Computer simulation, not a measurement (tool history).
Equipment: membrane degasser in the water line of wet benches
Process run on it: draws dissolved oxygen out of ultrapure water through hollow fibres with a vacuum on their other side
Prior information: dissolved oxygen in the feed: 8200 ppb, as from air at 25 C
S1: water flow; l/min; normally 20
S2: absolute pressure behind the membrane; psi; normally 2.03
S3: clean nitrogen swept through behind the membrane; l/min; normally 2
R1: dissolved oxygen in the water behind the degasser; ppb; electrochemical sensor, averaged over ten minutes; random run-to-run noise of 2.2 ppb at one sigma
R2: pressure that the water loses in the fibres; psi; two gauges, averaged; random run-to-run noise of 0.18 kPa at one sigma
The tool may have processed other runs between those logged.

run	hour	S1	S2	S3	R1	R2
1	0	20	2.03	2	258.7	4.596
2	31.8	27	2.03	2	343.8	6.237
3	69.5	27	2.03	2	345.4	6.221
4	112.3	27	2.03	2	351.4	6.229
5	169.7	20	2.99	2	405.3	4.644
6	211.3	20	2.03	2	261.6	4.612
7	252.5	20	2.03	2	262.2	4.637
8	308.8	20	1.31	2	144.1	4.606
9	367.9	20	1.31	2	143.4	4.65
10	425.8	20	1.31	2	144.3	4.653
11	468.7	20	1.31	2	142.8	4.559
12	497.2	20	2.03	2	266.1	4.585
13	536	20	2.03	2	263	4.563
14	588.3	20	2.03	2	264.4	4.66
15	624.1	20	3.84	2	546.9	4.643
16	682.7	22	2.03	2	279.7	5.127
# hour 690.7: seals of the vacuum lines changed
17	741.3	22	2.7	0.85	802.9	5.102
18	803.6	22	1.58	2.1	191.5	5.155
# hour 810: vacuum gauge calibrated
19	847.9	19	2.03	2	242.6	4.427
20	876.1	22	3.92	1.1	954.8	5.126
21	936.4	13	3.84	4.72	158.1	3.039
# hour 978.6: vacuum gauge calibrated, once more
22	987	16	3.84	4.72	190.4	3.698
23	1050.7	20	2.03	0.91	489.9	4.638
24	1108.4	21	2.61	3.44	218.1	4.865
25	1161.8	13	2.61	4.32	108.3	3.04
26	1212	23	3.63	1.55	689.2	5.369
27	1260.7	20	3.06	2.31	361.2	4.637
28	1324.9	20	2.03	5.54	98.3	4.647
29	1372.2	20	2.03	3.8	137.9	4.701
30	1419.3	28	1.52	4.9	108.6	6.524
31	1482.5	28	3.25	4.9	268.6	6.511
32	1522.6	13	4.09	2.75	280.1	3.05

Predict each of these 4 candidate next runs independently; none follows another, all start after run 32:
A	1582.9	25	2.26	0.89	?	?
B	1582.9	13	4.09	1.11	?	?
C	1582.9	20	2.03	3.76	?	?
D	1582.9	16	4.09	1.4	?	?

run	R1	R2
A	692.3	5.791
B	628.3	3.027
C	138.2	4.66
D	625.3	3.684
Without the tool's unlogged condition, the same runs would have read:
run	R1	R2
A	691.7	5.652
B	625.3	2.956
C	137.5	4.55
D	622.9	3.594
